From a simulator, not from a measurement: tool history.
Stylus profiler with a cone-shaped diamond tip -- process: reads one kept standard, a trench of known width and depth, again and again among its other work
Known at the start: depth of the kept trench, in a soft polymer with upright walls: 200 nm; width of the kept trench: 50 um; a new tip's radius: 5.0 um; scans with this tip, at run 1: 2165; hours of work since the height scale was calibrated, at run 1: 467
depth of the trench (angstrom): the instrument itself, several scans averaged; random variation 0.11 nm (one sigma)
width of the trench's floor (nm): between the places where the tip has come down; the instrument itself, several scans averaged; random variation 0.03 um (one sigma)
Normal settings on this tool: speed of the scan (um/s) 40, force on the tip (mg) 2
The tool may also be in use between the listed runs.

run,hour,speed of the scan (um/s),force on the tip (mg),scans with this tip,hours of work since the height scale was calibrated,depth of the trench (angstrom),width of the trench's floor (nm)
1,0,40,2,2165,467,2021.6,46650
2,13.3,40,2,2195,473,2022.1,46630
3,38.9,40,2,2251,486,2022.5,46640
4,70,40,2,2319,500,2023.8,46580
5,86.9,40,2,2357,508,2020.7,46600
6,118.9,40,2,2427,524,2020.4,46660
7,141.6,40,2,2477,534,2021.7,46610
8,161.9,40,2,2522,544,2024,46550
9,189.4,40,2,2582,557,2022.9,46560
10,204.2,75,4.67,2615,564,2038.3,46480
11,235.7,117,0.89,2684,579,2014.8,45690
12,267.7,19,2.25,2755,594,2026.8,46700
13,298.8,19,2.25,2823,609,2025.5,46710
14,319,19,2.25,2868,619,2026.4,46630
15,350.6,19,2.25,2937,634,2025,46630

Predict each of these 5 candidate next runs independently; none follows another, all start after run 15:
A,376.4,15,2.25,2994,646,?,?
B,376.4,13,2.66,2994,646,?,?
C,376.4,40,1.4,2994,646,?,?
D,376.4,18,2.78,2994,646,?,?
E,376.4,98,1.15,2994,646,?,?

run,depth of the trench (angstrom),width of the trench's floor (nm)
A,2025.2,46690
B,2028.8,46760
C,2020,46480
D,2028.5,46700
E,2017.4,45960
With no hidden state in the tool, these same runs would have given:
run,depth of the trench (angstrom),width of the trench's floor (nm)
A,2021.4,47110
B,2025,47180
C,2016.2,46900
D,2024.8,47120
E,2013.7,46390
